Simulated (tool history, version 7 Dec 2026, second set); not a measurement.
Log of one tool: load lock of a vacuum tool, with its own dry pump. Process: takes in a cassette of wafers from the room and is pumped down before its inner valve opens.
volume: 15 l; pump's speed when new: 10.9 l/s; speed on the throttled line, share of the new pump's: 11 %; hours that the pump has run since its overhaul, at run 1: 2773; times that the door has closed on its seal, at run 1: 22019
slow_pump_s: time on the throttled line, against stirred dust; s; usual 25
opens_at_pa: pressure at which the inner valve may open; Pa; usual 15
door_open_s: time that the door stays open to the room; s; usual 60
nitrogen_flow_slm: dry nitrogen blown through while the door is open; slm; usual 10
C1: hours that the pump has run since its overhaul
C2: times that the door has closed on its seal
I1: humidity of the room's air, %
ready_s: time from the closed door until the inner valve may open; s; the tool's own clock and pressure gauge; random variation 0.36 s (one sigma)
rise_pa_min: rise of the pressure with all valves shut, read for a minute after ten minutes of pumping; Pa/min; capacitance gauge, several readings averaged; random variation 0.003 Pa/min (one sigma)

run 1 hour=0 | slow_pump_s=25 opens_at_pa=15 door_open_s=60 nitrogen_flow_slm=10 | C1=2773 C2=22019 | I1=46 | ready_s=34.6 rise_pa_min=0.055
run 2 hour=324.9 | slow_pump_s=25 opens_at_pa=15 door_open_s=60 nitrogen_flow_slm=10 | C1=3098 C2=23304 | I1=45.5 | ready_s=35 rise_pa_min=0.056
run 3 hour=705.7 | slow_pump_s=25 opens_at_pa=15 door_open_s=60 nitrogen_flow_slm=10 | C1=3479 C2=24812 | I1=46.7 | ready_s=34.4 rise_pa_min=0.058
run 4 hour=1118.9 | slow_pump_s=25 opens_at_pa=15 door_open_s=60 nitrogen_flow_slm=10 | C1=3892 C2=26447 | I1=43.7 | ready_s=34.3 rise_pa_min=0.05
run 5 hour=1409.5 | slow_pump_s=25 opens_at_pa=15 door_open_s=60 nitrogen_flow_slm=10 | C1=4183 C2=27597 | I1=43.3 | ready_s=34.4 rise_pa_min=0.051
run 6 hour=1658.8 | slow_pump_s=25 opens_at_pa=15 door_open_s=60 nitrogen_flow_slm=10 | C1=4432 C2=28584 | I1=43.1 | ready_s=34.4 rise_pa_min=0.053
run 7 hour=1934.5 | slow_pump_s=25 opens_at_pa=12 door_open_s=60 nitrogen_flow_slm=10 | C1=4708 C2=29675 | I1=46.2 | ready_s=34.6 rise_pa_min=0.058
run 8 hour=2182 | slow_pump_s=25 opens_at_pa=15 door_open_s=60 nitrogen_flow_slm=10 | C1=4955 C2=30654 | I1=45.3 | ready_s=34 rise_pa_min=0.057
run 9 hour=2376.4 | slow_pump_s=25 opens_at_pa=15 door_open_s=60 nitrogen_flow_slm=10 | C1=5149 C2=31424 | I1=47.1 | ready_s=34.6 rise_pa_min=0.057
run 10 hour=2583.3 | slow_pump_s=25 opens_at_pa=13 door_open_s=98 nitrogen_flow_slm=10 | C1=5356 C2=32242 | I1=43 | ready_s=34.6 rise_pa_min=0.066

Forecast run 11:
run 11 hour=2768 | slow_pump_s=25 opens_at_pa=13 door_open_s=98 nitrogen_flow_slm=10 | C1=5541 C2=32973 | I1=42.1 | ready_s=? rise_pa_min=?

{"run 11": {"ready_s": 34.8, "rise_pa_min": 0.066}}
Without the tool's hidden state the same run would have given ready_s 34.8 s, rise_pa_min 0.065 Pa/min.

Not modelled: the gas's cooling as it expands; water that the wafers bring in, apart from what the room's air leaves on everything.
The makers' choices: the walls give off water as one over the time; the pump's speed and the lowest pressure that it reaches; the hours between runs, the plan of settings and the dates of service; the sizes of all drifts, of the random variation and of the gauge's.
